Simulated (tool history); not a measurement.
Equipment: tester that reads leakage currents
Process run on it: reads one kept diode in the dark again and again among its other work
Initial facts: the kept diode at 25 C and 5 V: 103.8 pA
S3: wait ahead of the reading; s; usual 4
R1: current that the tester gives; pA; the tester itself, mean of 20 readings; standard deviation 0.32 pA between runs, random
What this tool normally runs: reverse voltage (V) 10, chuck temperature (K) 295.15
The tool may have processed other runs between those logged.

Run 1, day 0: usual settings. Result: R1 105.65 pA.
Run 2, day 3.762: usual settings. Result: R1 106.59 pA.
Run 3, day 6.629: usual settings. Result: R1 108.19 pA.
Run 4, day 10.25: usual settings but reverse voltage (V) 7.5. Result: R1 99.06 pA.
Run 5, day 15.246: usual settings but S3 1.11 s. Result: R1 111.74 pA.
Run 6, day 18.629: usual settings but S3 1.11 s. Result: R1 112.48 pA.
Run 7, day 23.25: usual settings but S3 1.11 s. Result: R1 114.45 pA.
Run 8, day 28.404: usual settings but S3 1.11 s. Result: R1 116.8 pA.
Run 9, day 32.821: usual settings but S3 1.11 s. Result: R1 117.98 pA.
At day 33.262: probe card cleaned and baked.
Run 10, day 35.15: usual settings but S3 1.11 s. Result: R1 120.61 pA.
Run 11, day 40.138: usual settings but S3 0.51 s. Result: R1 122.1 pA.
At day 41.642: probe card cleaned and baked, once more.
Run 12, day 42.767: usual settings but S3 4.79 s. Result: R1 117.37 pA.
Run 13, day 45.533: usual settings but S3 4.79 s. Result: R1 118.45 pA.
At day 48.025: chuck's temperature calibrated.
Run 14, day 50.058: usual settings but S3 4.79 s. Result: R1 106.34 pA.
Run 15, day 53.517: usual settings but S3 4.79 s. Result: R1 107.04 pA.
Run 16, day 58.1: usual settings but S3 4.79 s. Result: R1 109.1 pA.
Run 17, day 60.183: usual settings but chuck temperature (K) 307.15, S3 4.79 s. Result: R1 264.88 pA.
Run 18, day 64.771: usual settings but reverse voltage (V) 5.7, chuck temperature (K) 332.15, S3 2.71 s. Result: R1 1163.04 pA.
Run 19, day 69.667: usual settings but reverse voltage (V) 1.3, chuck temperature (K) 329.15, S3 0.64 s. Result: R1 592.21 pA.
Run 20, day 72.771: usual settings but S3 3.78 s. Result: R1 114.67 pA.
Run 21, day 74.954: usual settings but S3 3.78 s. Result: R1 115.34 pA.
Run 22, day 78.075: usual settings but reverse voltage (V) 10.7, chuck temperature (K) 293.15, S3 0.96 s. Result: R1 102.61 pA.
Run 23, day 81.488: usual settings but reverse voltage (V) 10.7, chuck temperature (K) 293.15, S3 0.96 s. Result: R1 104.05 pA.
Run 24, day 84.242: usual settings but reverse voltage (V) 1.9, chuck temperature (K) 330.15, S3 5.2 s. Result: R1 735.67 pA.
Run 25, day 89.375: usual settings but reverse voltage (V) 1.3, chuck temperature (K) 293.15, S3 7.14 s. Result: R1 50.95 pA.
Run 26, day 93.238: usual settings but reverse voltage (V) 1.3, chuck temperature (K) 293.15, S3 7.14 s. Result: R1 51.73 pA.
At day 96.279: chuck's temperature calibrated.
Run 27, day 98.312: usual settings but reverse voltage (V) 1.3, S3 0.34 s. Result: R1 52.86 pA.
Run 28, day 101.667: usual settings but chuck temperature (K) 307.15, S3 3.11 s. Result: R1 259.91 pA.
Run 29, day 106.779: usual settings but chuck temperature (K) 307.15, S3 3.11 s. Result: R1 264.85 pA.
Run 30, day 109.321: usual settings but chuck temperature (K) 331.15, S3 1.09 s. Result: R1 1289.24 pA.
Run 31, day 111.421: usual settings but reverse voltage (V) 1.6, chuck temperature (K) 296.15, S3 1.33 s. Result: R1 63.92 pA.
Run 32, day 116.021: usual settings but reverse voltage (V) 8.7, chuck temperature (K) 310.15, S3 0.45 s. Result: R1 319.59 pA.
Run 33, day 120.433: usual settings but reverse voltage (V) 8.7, chuck temperature (K) 310.15, S3 0.45 s. Result: R1 323.73 pA.
Run 34, day 125.579: usual settings but reverse voltage (V) 3.6, chuck temperature (K) 303.15. Result: R1 146.64 pA.

A few steps of R1 between consecutive runs. Split each: what settings, incoming material and random variation would produce without the hidden state, and what is left over for the hidden state, along with gauge scatter present in only one of the two compared results (measured, and without hidden state):
The hidden state here: stray current of the dirty probe card, pA a volt; current scale over the true one, %; true chuck temperature over the reading, C; drift of the gauge itself on leakage_pa, %.
Run 17 -> 18: reverse voltage (V) 10 -> 5.7, chuck temperature (K) 307.15 -> 332.15, S3 4.79 -> 2.71. R1 +898.16 pA: hidden state +38.92, all else +859.24.
Run 23 -> 24: reverse voltage (V) 10.7 -> 1.9, chuck temperature (K) 293.15 -> 330.15, S3 0.96 -> 5.2. R1 +631.62 pA: hidden state +50.41, all else +581.21.
Run 24 -> 25: reverse voltage (V) 1.9 -> 1.3, chuck temperature (K) 330.15 -> 293.15, S3 5.2 -> 7.14. R1 -684.72 pA: hidden state -56.25, all else -628.47.
Run 29 -> 30: chuck temperature (K) 307.15 -> 331.15, S3 3.11 -> 1.09. R1 +1024.39 pA: hidden state +25.04, all else +999.35.
Run 30 -> 31: reverse voltage (V) 10 -> 1.6, chuck temperature (K) 331.15 -> 296.15, S3 1.09 -> 1.33. R1 -1225.32 pA: hidden state -30.81, all else -1194.51.
